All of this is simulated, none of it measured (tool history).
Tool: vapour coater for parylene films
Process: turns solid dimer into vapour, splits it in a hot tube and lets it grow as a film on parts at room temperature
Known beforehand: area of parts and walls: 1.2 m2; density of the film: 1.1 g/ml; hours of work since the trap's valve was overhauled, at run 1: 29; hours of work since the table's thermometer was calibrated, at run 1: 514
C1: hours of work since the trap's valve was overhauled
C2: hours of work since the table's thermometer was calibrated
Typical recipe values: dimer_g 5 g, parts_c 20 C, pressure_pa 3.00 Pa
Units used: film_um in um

Run 1, day 0.000: usual settings; C1 29; C2 514. Result: film_um 2.40 um.
Run 2, day 1.862: usual settings but parts_c 25 C; C1 69; C2 553. Result: film_um 1.85 um.
Run 3, day 4.054: usual settings but parts_c 25 C; C1 116; C2 600. Result: film_um 1.86 um.
Run 4, day 6.154: usual settings but parts_c 25 C; C1 160; C2 645. Result: film_um 1.86 um.
Run 5, day 7.625: usual settings but parts_c 25 C; C1 192; C2 676. Result: film_um 1.85 um.
Run 6, day 9.154: usual settings but dimer_g 2 g; C1 224; C2 709. Result: film_um 0.95 um.
Run 7, day 11.379: usual settings; C1 272; C2 756. Result: film_um 2.29 um.
Run 8, day 13.633: usual settings but pressure_pa 8.10 Pa; C1 320; C2 804. Result: film_um 2.02 um.
Run 9, day 14.638: usual settings but pressure_pa 8.10 Pa; C1 341; C2 826. Result: film_um 1.99 um.
Run 10, day 16.054: usual settings but parts_c 21 C; C1 371; C2 856. Result: film_um 2.11 um.
Run 11, day 17.804: usual settings but parts_c 21 C; C1 409; C2 893. Result: film_um 2.17 um.
Run 12, day 19.925: usual settings but pressure_pa 3.08 Pa; C1 454; C2 938. Result: film_um 2.22 um.
Run 13, day 21.896: usual settings but pressure_pa 3.08 Pa; C1 496; C2 980. Result: film_um 2.22 um.
Run 14, day 24.108: usual settings but dimer_g 7 g; C1 543; C2 1028. Result: film_um 3.12 um.
Run 15, day 25.121: usual settings but dimer_g 7 g; C1 565; C2 1049. Result: film_um 3.00 um.
Run 16, day 26.604: usual settings but parts_c 14 C; C1 596; C2 1081. Result: film_um 2.88 um.
Run 17, day 28.558: usual settings but parts_c 14 C; C1 638; C2 1123. Result: film_um 2.86 um.
At day 30.292: trap's valve overhauled.
Run 18, day 30.750: usual settings; C1 10; C2 1166. Result: film_um 2.12 um.
Run 19, day 31.783: usual settings; C1 32; C2 1188. Result: film_um 2.09 um.
Run 20, day 33.196: usual settings but pressure_pa 5.74 Pa; C1 62; C2 1218. Result: film_um 1.92 um.
Run 21, day 34.546: usual settings but pressure_pa 5.74 Pa; C1 91; C2 1247. Result: film_um 1.91 um.
Run 22, day 35.554: usual settings but pressure_pa 5.74 Pa; C1 112; C2 1268. Result: film_um 1.96 um.
At day 35.858: trap's valve overhauled, once more.
Run 23, day 37.567: usual settings but pressure_pa 5.74 Pa; C1 36; C2 1307. Result: film_um 2.15 um.
Run 24, day 39.075: usual settings but pressure_pa 5.74 Pa; C1 69; C2 1340. Result: film_um 2.09 um.
Run 25, day 41.154: usual settings but dimer_g 3 g, parts_c 12 C, pressure_pa 2.25 Pa; C1 113; C2 1384. Result: film_um 2.07 um.
Run 26, day 42.254: usual settings but dimer_g 4 g, pressure_pa 7.05 Pa; C1 136; C2 1407. Result: film_um 1.67 um.
Run 27, day 44.546: usual settings but dimer_g 7 g, parts_c 17 C; C1 185; C2 1456. Result: film_um 3.67 um.
Run 28, day 46.229: usual settings but dimer_g 7 g, parts_c 17 C; C1 221; C2 1492. Result: film_um 3.64 um.
At day 47.838: table's thermometer calibrated.
Run 29, day 48.283: usual settings but dimer_g 7 g, parts_c 17 C, pressure_pa 3.64 Pa; C1 264; C2 9. Result: film_um 3.68 um.
Run 30, day 50.275: usual settings but dimer_g 7 g, parts_c 17 C, pressure_pa 3.64 Pa; C1 306; C2 52. Result: film_um 3.60 um.
Run 31, day 51.975: usual settings but dimer_g 7 g, parts_c 21 C, pressure_pa 2.77 Pa; C1 343; C2 88. Result: film_um 3.06 um.
Run 32, day 53.929: usual settings but dimer_g 2 g, parts_c 16 C, pressure_pa 4.28 Pa; C1 384; C2 130. Result: film_um 1.01 um.
Run 33, day 55.562: usual settings but dimer_g 2 g, parts_c 18 C, pressure_pa 11.75 Pa; C1 419; C2 165. Result: film_um 0.86 um.
Run 34, day 57.525: usual settings but parts_c 17 C, pressure_pa 8.58 Pa; C1 461; C2 206. Result: film_um 2.34 um.
Run 35, day 59.829: usual settings but pressure_pa 2.01 Pa; C1 510; C2 256. Result: film_um 2.36 um.
Run 36, day 61.008: usual settings but parts_c 16 C, pressure_pa 8.60 Pa; C1 535; C2 281. Result: film_um 2.40 um.
Run 37, day 62.204: usual settings but dimer_g 4 g, parts_c 17 C, pressure_pa 2.07 Pa; C1 561; C2 306. Result: film_um 2.13 um.
Run 38, day 63.442: usual settings but parts_c 15 C; C1 587; C2 333. Result: film_um 2.82 um.
Run 39, day 64.612: usual settings but dimer_g 7 g, parts_c 19 C, pressure_pa 11.87 Pa; C1 612; C2 358. Result: film_um 2.76 um.
Run 40, day 66.233: usual settings but dimer_g 7 g, parts_c 19 C, pressure_pa 11.87 Pa; C1 647; C2 392. Result: film_um 2.80 um.
At day 67.571: trap's valve overhauled.
Run 41, day 67.975: usual settings but dimer_g 6 g, parts_c 15 C, pressure_pa 3.60 Pa; C1 9; C2 426. Result: film_um 3.49 um.
Run 42, day 69.525: usual settings but dimer_g 6 g, parts_c 15 C, pressure_pa 3.60 Pa; C1 42; C2 459. Result: film_um 3.48 um.
Run 43, day 71.121: usual settings but dimer_g 6 g, parts_c 15 C, pressure_pa 3.60 Pa; C1 76; C2 493. Result: film_um 3.45 um.
Run 44, day 73.221: usual settings but dimer_g 6 g, parts_c 15 C, pressure_pa 3.60 Pa; C1 120; C2 537. Result: film_um 3.38 um.
Run 45, day 75.450: usual settings but dimer_g 3 g, parts_c 19 C, pressure_pa 10.27 Pa; C1 168; C2 585. Result: film_um 1.28 um.
Run 46, day 77.262: usual settings but dimer_g 3 g, parts_c 19 C, pressure_pa 10.27 Pa; C1 207; C2 624. Result: film_um 1.28 um.
Run 47, day 79.125: usual settings but dimer_g 6 g, parts_c 12 C, pressure_pa 8.16 Pa; C1 246; C2 663. Result: film_um 3.50 um.
Run 48, day 80.267: usual settings but dimer_g 6 g, parts_c 12 C, pressure_pa 8.16 Pa; C1 271; C2 688. Result: film_um 3.51 um.

Difference, measured minus no-hidden-state, one row per run. Run-to-run variation is common to both terms; the gauge's own scatter need not be:
Hidden conditions of the tool in this case: vapour lost through the trap's worn valve, %; true temperature of the parts over the reading, C; drift of the gauge itself on film_um, %.
run  film_um
  1    -0.03
  2    -0.04
  3    -0.04
  4    -0.05
  5    -0.06
  6    -0.04
  7    -0.10
  8    -0.10
  9    -0.11
 10    -0.12
 11    -0.13
 12    -0.15
 13    -0.16
 14    -0.25
 15    -0.25
 16    -0.25
 17    -0.26
 18    -0.27
 19    -0.27
 20    -0.26
 21    -0.27
 22    -0.28
 23    -0.06
 24    -0.07
 25    -0.08
 26    -0.07
 27    -0.18
 28    -0.20
 29    -0.11
 30    -0.13
 31    -0.12
 32    -0.05
 33    -0.04
 34    -0.12
 35    -0.14
 36    -0.16
 37    -0.14
 38    -0.20
 39    -0.20
 40    -0.22
 41    -0.06
 42    -0.07
 43    -0.09
 44    -0.10
 45    -0.05
 46    -0.05
 47    -0.17
 48    -0.18
